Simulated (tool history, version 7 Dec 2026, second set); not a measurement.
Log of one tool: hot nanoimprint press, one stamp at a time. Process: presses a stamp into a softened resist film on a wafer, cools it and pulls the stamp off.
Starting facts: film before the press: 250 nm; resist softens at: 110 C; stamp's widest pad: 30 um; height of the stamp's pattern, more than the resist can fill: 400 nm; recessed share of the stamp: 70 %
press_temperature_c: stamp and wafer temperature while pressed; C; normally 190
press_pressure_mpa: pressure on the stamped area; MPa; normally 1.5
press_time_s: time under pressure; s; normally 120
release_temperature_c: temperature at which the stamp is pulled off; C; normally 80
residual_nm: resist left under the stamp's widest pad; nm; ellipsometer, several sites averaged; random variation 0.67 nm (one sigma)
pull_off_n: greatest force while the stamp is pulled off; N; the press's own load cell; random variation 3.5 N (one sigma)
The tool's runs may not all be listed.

| run | day | press_temperature_c | press_pressure_mpa | press_time_s | release_temperature_c | residual_nm | pull_off_n |
|---|---|---|---|---|---|---|---|
| 1 | 0 | 190 | 1.5 | 120 | 80 | 137.9 | 183 |
| 2 | 0.254 | 190 | 1.5 | 120 | 85 | 138.5 | 162 |
| 3 | 0.458 | 190 | 1.5 | 120 | 85 | 138 | 171 |
| 4 | 0.892 | 190 | 1.5 | 120 | 85 | 138 | 175 |
| 5 | 1.288 | 190 | 1.5 | 120 | 85 | 136.2 | 170 |
| 6 | 1.725 | 190 | 1.5 | 120 | 66 | 138 | 246 |
| 7 | 1.954 | 190 | 1.42 | 120 | 80 | 142.2 | 189 |
| 8 | 2.308 | 190 | 1.42 | 120 | 80 | 141.1 | 187 |
| 9 | 2.512 | 190 | 1.42 | 120 | 80 | 141 | 193 |
|  | 2.667 | plate thermocouple calibrated |
| 10 | 3.054 | 190 | 1.42 | 120 | 80 | 139.5 | 199 |
| 11 | 3.479 | 191 | 1.22 | 101 | 83 | 153.3 | 192 |
| 12 | 3.762 | 191 | 1.22 | 101 | 83 | 152.9 | 191 |
| 13 | 4.133 | 191 | 1.22 | 101 | 83 | 152.4 | 184 |
| 14 | 4.458 | 191 | 0.95 | 61 | 83 | 188.8 | 189 |
| 15 | 4.85 | 190 | 0.93 | 120 | 81 | 166.6 | 205 |
|  | 5.304 | plate thermocouple calibrated, once more |
| 16 | 5.354 | 190 | 0.93 | 120 | 81 | 172.6 | 211 |
|  | 5.638 | stamp cleaned and given a new release coat |
| 17 | 5.883 | 190 | 0.93 | 120 | 81 | 172.1 | 157 |
| 18 | 6.208 | 201 | 2.39 | 120 | 79 | 74.4 | 176 |
| 19 | 6.55 | 190 | 1.44 | 198 | 80 | 123.1 | 171 |
| 20 | 6.783 | 196 | 2.04 | 63 | 80 | 121.6 | 175 |

What if the next run were any one of these 4? Each begins from the tool's condition after run 20:
| A | 7.212 | 190 | 1.5 | 120 | 76 | ? | ? |
| B | 7.212 | 191 | 2.04 | 63 | 80 | ? | ? |
| C | 7.212 | 194 | 1.01 | 209 | 80 | ? | ? |
| D | 7.212 | 194 | 1.5 | 72 | 80 | ? | ? |

| run | residual_nm | pull_off_n |
|---|---|---|
| A | 141.1 | 183 |
| B | 143.3 | 180 |
| C | 125.9 | 177 |
| D | 143.7 | 173 |
What these runs would have given with no unlogged condition in the tool:
| run | residual_nm | pull_off_n |
|---|---|---|
| A | 140.2 | 174 |
| B | 142.2 | 171 |
| C | 125.2 | 168 |
| D | 142.8 | 164 |
